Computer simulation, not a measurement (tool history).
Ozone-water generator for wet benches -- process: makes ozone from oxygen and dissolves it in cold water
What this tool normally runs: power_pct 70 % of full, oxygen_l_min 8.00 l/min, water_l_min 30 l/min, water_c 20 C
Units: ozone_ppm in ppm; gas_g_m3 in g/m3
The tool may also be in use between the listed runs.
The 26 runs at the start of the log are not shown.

Run 27, hour 1026.2: usual settings but water_c 19 C. Result: ozone_ppm 15.1 ppm, gas_g_m3 137.6 g/m3.
Run 28, hour 1064.3: usual settings but water_c 19 C. Result: ozone_ppm 15.0 ppm, gas_g_m3 138.5 g/m3.
Run 29, hour 1090.0: usual settings but power_pct 85 % of full. Result: ozone_ppm 16.5 ppm, gas_g_m3 153.4 g/m3.
Run 30, hour 1121.3: usual settings but power_pct 40 % of full, oxygen_l_min 8.77 l/min. Result: ozone_ppm 10.9 ppm, gas_g_m3 95.2 g/m3.
Run 31, hour 1171.6: usual settings but power_pct 40 % of full, oxygen_l_min 8.77 l/min. Result: ozone_ppm 10.7 ppm, gas_g_m3 95.6 g/m3.
Run 32, hour 1203.8: usual settings but oxygen_l_min 4.26 l/min, water_l_min 40 l/min. Result: ozone_ppm 10.9 ppm, gas_g_m3 204.6 g/m3.
Run 33, hour 1245.6: usual settings but oxygen_l_min 4.26 l/min, water_l_min 40 l/min. Result: ozone_ppm 11.0 ppm, gas_g_m3 204.2 g/m3.
Run 34, hour 1275.8: usual settings but oxygen_l_min 4.06 l/min. Result: ozone_ppm 15.0 ppm, gas_g_m3 207.6 g/m3.

Branching from run 34: 3 alternative next runs. What would each branch give?
Run A, hour 1322.4: usual settings but water_l_min 28 l/min. Result: ozone_ppm ?, gas_g_m3 ?.
Run B, hour 1322.4: usual settings but power_pct 51 % of full, oxygen_l_min 7.70 l/min. Result: ozone_ppm ?, gas_g_m3 ?.
Run C, hour 1322.4: usual settings but oxygen_l_min 4.06 l/min, water_l_min 34 l/min. Result: ozone_ppm ?, gas_g_m3 ?.

run  ozone_ppm  gas_g_m3
  A       15.7     134.6
  B       12.3     117.3
  C       13.2     211.5
With the hidden condition removed and each run's random variation left untouched, the same runs would have given:
run  ozone_ppm  gas_g_m3
  A       16.8     142.3
  B       13.1     122.8
  C       14.1     223.5

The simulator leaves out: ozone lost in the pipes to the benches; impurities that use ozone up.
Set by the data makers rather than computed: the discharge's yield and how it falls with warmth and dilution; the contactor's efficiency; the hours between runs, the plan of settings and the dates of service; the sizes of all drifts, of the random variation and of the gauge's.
